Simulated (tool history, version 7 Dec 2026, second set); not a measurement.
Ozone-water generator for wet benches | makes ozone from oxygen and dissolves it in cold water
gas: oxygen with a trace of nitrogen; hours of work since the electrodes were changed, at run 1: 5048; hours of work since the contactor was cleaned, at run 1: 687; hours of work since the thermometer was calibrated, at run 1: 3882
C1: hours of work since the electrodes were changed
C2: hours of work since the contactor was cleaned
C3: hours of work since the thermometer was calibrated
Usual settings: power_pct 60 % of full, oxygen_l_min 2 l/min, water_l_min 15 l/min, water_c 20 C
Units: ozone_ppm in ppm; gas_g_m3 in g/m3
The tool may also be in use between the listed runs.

run 1 hour=0 | power_pct=60 oxygen_l_min=2 water_l_min=15 water_c=20 | C1=5048 C2=687 C3=3882 | ozone_ppm=12.5 gas_g_m3=168.2
run 2 hour=68.4 | power_pct=60 oxygen_l_min=2 water_l_min=15 water_c=20 | C1=5116 C2=756 C3=3951 | ozone_ppm=12.6 gas_g_m3=166.2
run 3 hour=223.1 | power_pct=60 oxygen_l_min=2 water_l_min=15 water_c=20 | C1=5270 C2=909 C3=4104 | ozone_ppm=12.7 gas_g_m3=167.2
run 4 hour=359.5 | power_pct=60 oxygen_l_min=2 water_l_min=15 water_c=20 | C1=5406 C2=1045 C3=4240 | ozone_ppm=12.8 gas_g_m3=163.7
run 5 hour=497 | power_pct=60 oxygen_l_min=2 water_l_min=15 water_c=20 | C1=5542 C2=1182 C3=4377 | ozone_ppm=12.6 gas_g_m3=166.5
run 6 hour=625.6 | power_pct=60 oxygen_l_min=2 water_l_min=15 water_c=20 | C1=5670 C2=1310 C3=4505 | ozone_ppm=12.7 gas_g_m3=166.8
run 7 hour=719.4 | power_pct=60 oxygen_l_min=2 water_l_min=15 water_c=20 | C1=5763 C2=1403 C3=4598 | ozone_ppm=12.6 gas_g_m3=164.4
run 8 hour=831.8 | power_pct=60 oxygen_l_min=2 water_l_min=15 water_c=23 | C1=5875 C2=1515 C3=4710 | ozone_ppm=12.3 gas_g_m3=165.7
run 9 hour=935.8 | power_pct=60 oxygen_l_min=2 water_l_min=15 water_c=23 | C1=5979 C2=1618 C3=4813 | ozone_ppm=12.5 gas_g_m3=164.5
-- hour=1025 water thermometer calibrated
run 10 hour=1047.3 | power_pct=60 oxygen_l_min=2 water_l_min=15 water_c=20 | C1=6089 C2=1729 C3=22 | ozone_ppm=12.7 gas_g_m3=164.4
run 11 hour=1150.8 | power_pct=60 oxygen_l_min=2 water_l_min=15 water_c=20 | C1=6192 C2=1832 C3=125 | ozone_ppm=12.8 gas_g_m3=162.9
run 12 hour=1226.4 | power_pct=60 oxygen_l_min=2 water_l_min=15 water_c=20 | C1=6267 C2=1907 C3=200 | ozone_ppm=12.6 gas_g_m3=164.3
run 13 hour=1297 | power_pct=60 oxygen_l_min=2 water_l_min=15 water_c=20 | C1=6337 C2=1977 C3=271 | ozone_ppm=12.7 gas_g_m3=164.3
run 14 hour=1410.9 | power_pct=60 oxygen_l_min=2 water_l_min=15 water_c=20 | C1=6451 C2=2090 C3=384 | ozone_ppm=12.7 gas_g_m3=162
run 15 hour=1480.8 | power_pct=60 oxygen_l_min=2 water_l_min=15 water_c=20 | C1=6520 C2=2160 C3=453 | ozone_ppm=12.9 gas_g_m3=162.8
run 16 hour=1578.7 | power_pct=87 oxygen_l_min=2 water_l_min=14 water_c=20 | C1=6618 C2=2257 C3=551 | ozone_ppm=18.6 gas_g_m3=227.9
run 17 hour=1704.5 | power_pct=60 oxygen_l_min=1.21 water_l_min=22 water_c=18 | C1=6743 C2=2382 C3=676 | ozone_ppm=8 gas_g_m3=216.1
run 18 hour=1774 | power_pct=60 oxygen_l_min=1.05 water_l_min=22 water_c=18 | C1=6812 C2=2451 C3=745 | ozone_ppm=7.7 gas_g_m3=237.2
-- hour=1807.1 gauge calibrated
run 19 hour=1932.8 | power_pct=60 oxygen_l_min=1.74 water_l_min=10 water_c=22 | C1=6970 C2=2609 C3=903 | ozone_ppm=16.8 gas_g_m3=178.6
run 20 hour=2048.2 | power_pct=55 oxygen_l_min=2.06 water_l_min=15 water_c=20 | C1=7085 C2=2724 C3=1018 | ozone_ppm=11.6 gas_g_m3=151.3
run 21 hour=2191 | power_pct=55 oxygen_l_min=2.06 water_l_min=15 water_c=20 | C1=7227 C2=2866 C3=1160 | ozone_ppm=11.8 gas_g_m3=150.5
run 22 hour=2332.7 | power_pct=55 oxygen_l_min=2.06 water_l_min=15 water_c=20 | C1=7368 C2=3007 C3=1301 | ozone_ppm=11.7 gas_g_m3=151.6
run 23 hour=2427.8 | power_pct=55 oxygen_l_min=2.06 water_l_min=15 water_c=20 | C1=7462 C2=3102 C3=1395 | ozone_ppm=11.7 gas_g_m3=150.9
-- hour=2472.4 contactor cleaned
run 24 hour=2555.7 | power_pct=55 oxygen_l_min=2.06 water_l_min=15 water_c=20 | C1=7586 C2=83 C3=1519 | ozone_ppm=11.7 gas_g_m3=150.8

Hidden state or all else? Some run-to-run changes of gas_g_m3, split into what the settings, what came in and random variation would give without the hidden state, and what is left for the hidden state (with any gauge scatter that isn't in both results):
The hidden state here: yield of the discharge, % of new electrodes'; contactor's efficiency, % of a clean one's; true water temperature over the reading, C; drift of the gauge itself on ozone_ppm, %; drift of the gauge itself on gas_g_m3, %.
Run 15 -> 16: power_pct 60 -> 87, water_l_min 15 -> 14. gas_g_m3 +65.1 g/m3: hidden state -2.3, all else +67.4.
Run 18 -> 19: oxygen_l_min 1.05 -> 1.74, water_l_min 22 -> 10, water_c 18 -> 22, gauge calibrated. gas_g_m3 -58.6 g/m3: hidden state +6.8, all else -65.4.
